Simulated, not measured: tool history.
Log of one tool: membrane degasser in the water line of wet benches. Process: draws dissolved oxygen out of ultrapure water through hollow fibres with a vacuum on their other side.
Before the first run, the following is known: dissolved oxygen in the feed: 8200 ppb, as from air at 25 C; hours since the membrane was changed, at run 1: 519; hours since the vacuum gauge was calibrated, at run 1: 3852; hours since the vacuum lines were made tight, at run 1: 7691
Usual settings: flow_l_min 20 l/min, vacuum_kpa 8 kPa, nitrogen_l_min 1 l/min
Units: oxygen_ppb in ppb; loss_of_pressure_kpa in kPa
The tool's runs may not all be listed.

run     day  flow_l_min  vacuum_kpa  nitrogen_l_min  hours since the membrane was changed  hours since the vacuum gauge was calibrated  hours since the vacuum lines were made tight  oxygen_ppb  loss_of_pressure_kpa
  1       0          20           8               1                                   519                                         3852                                          7691       254.7                 68.81
  2   1.592          20           8               1                                   557                                         3890                                          7729       254.1                 68.84
  3   3.354          20           8               1                                   599                                         3932                                          7771       251.7                 69.26
  4   5.996          20           8               1                                   663                                         3996                                          7835         254                  69.4
  5   7.933          20           8               1                                   709                                         4042                                          7881       249.3                 68.38
  6  11.112          20           8            0.69                                   785                                         4118                                          7957       339.8                 69.16
  7  14.033          20           8               1                                   855                                         4189                                          8027       257.2                 69.01
     15.096  -- vacuum gauge calibrated
  8  16.575          20           8               1                                   916                                           35                                          8088       241.7                 69.29
  9  18.021          20           8               1                                   951                                           70                                          8123         241                 69.23
 10  20.812          20           8               1                                  1018                                          137                                          8190       244.2                 69.46
 11  23.317          20           8               1                                  1078                                          197                                          8250       243.2                 69.16
 12  25.654          15           8               1                                  1134                                          253                                          8306         178                 52.03
 13  27.204          20           8               1                                  1171                                          291                                          8343       241.5                 68.98
 14  29.408          20           8            0.46                                  1224                                          343                                          8396       426.6                 69.73
 15  30.779          20           8            1.57                                  1257                                          376                                          8429       175.1                 68.93
 16  32.583          20           8            1.57                                  1300                                          420                                          8472       174.6                 69.81
 17  34.342          20           8               1                                  1342                                          462                                          8514       244.1                 69.22
 18  36.517          26        7.31            1.63                                  1395                                          514                                          8567       207.3                 89.75
 19  38.067          29        7.31            0.52                                  1432                                          551                                          8604       475.9                100.25
 20  40.283          18        5.12             1.7                                  1485                                          604                                          8657          73                 62.71
 21  42.796          19        8.21            1.19                                  1545                                          665                                          8717         209                 65.43
 22  44.629          14        7.97               1                                  1589                                          709                                          8761         169                 48.56
 23  46.346          20        8.09            2.08                                  1631                                          750                                          8802       145.4                 68.96
 24   47.95          13        9.06            2.59                                  1669                                          788                                          8841        85.5                 45.21
 25  49.329          29       13.55            1.55                                  1702                                          822                                          8874       490.6                 99.94
     49.796  -- seals of the vacuum lines changed
 26  51.379          29       13.55            1.55                                  1749                                          869                                            38       481.5                101.36
 27  52.962          29       13.55            1.55                                  1787                                          907                                            76       475.4                100.52
 28  54.775          25       13.55            1.55                                  1831                                          950                                           119       417.5                 86.72
 29  56.867          21        7.19            0.51                                  1881                                         1000                                           170       350.7                 72.69
 30  59.912          20       12.58            0.54                                  1954                                         1074                                           243       691.9                 69.35
 31  62.988          20       12.58            0.54                                  2028                                         1147                                           317       683.4                 69.46
 32    65.1          17        9.44            2.48                                  2079                                         1198                                           367         125                 59.13

A few steps of oxygen_ppb between consecutive runs. Split each: what settings, incoming material and random variation would produce without the hidden state, and what is left over for the hidden state, along with gauge scatter present in only one of the two compared results (measured, and without hidden state):
The hidden state here: membrane still open, %; true pressure behind the membrane over the reading, kPa; air that leaks in behind the membrane, l/min; drift of the gauge itself on oxygen_ppb, %; drift of the gauge itself on loss_of_pressure_kpa, %.
Run 7 -> 8: vacuum gauge calibrated. oxygen_ppb -15.5 ppb: hidden state -13.1, all else -2.4.
Run 18 -> 19: flow_l_min 26 -> 29, nitrogen_l_min 1.63 -> 0.52. oxygen_ppb +268.6 ppb: hidden state -5.5, all else +274.1.
Run 19 -> 20: flow_l_min 29 -> 18, vacuum_kpa 7.31 -> 5.12, nitrogen_l_min 0.52 -> 1.7. oxygen_ppb -402.9 ppb: hidden state +3.8, all else -406.7.
Run 24 -> 25: flow_l_min 13 -> 29, vacuum_kpa 9.06 -> 13.55, nitrogen_l_min 2.59 -> 1.55. oxygen_ppb +405.1 ppb: hidden state +4.4, all else +400.7.
Run 25 -> 26: seals of the vacuum lines changed. oxygen_ppb -9.1 ppb: hidden state -6.6, all else -2.5.
Run 31 -> 32: flow_l_min 20 -> 17, vacuum_kpa 12.58 -> 9.44, nitrogen_l_min 0.54 -> 2.48. oxygen_ppb -558.4 ppb: hidden state -1.7, all else -556.7.
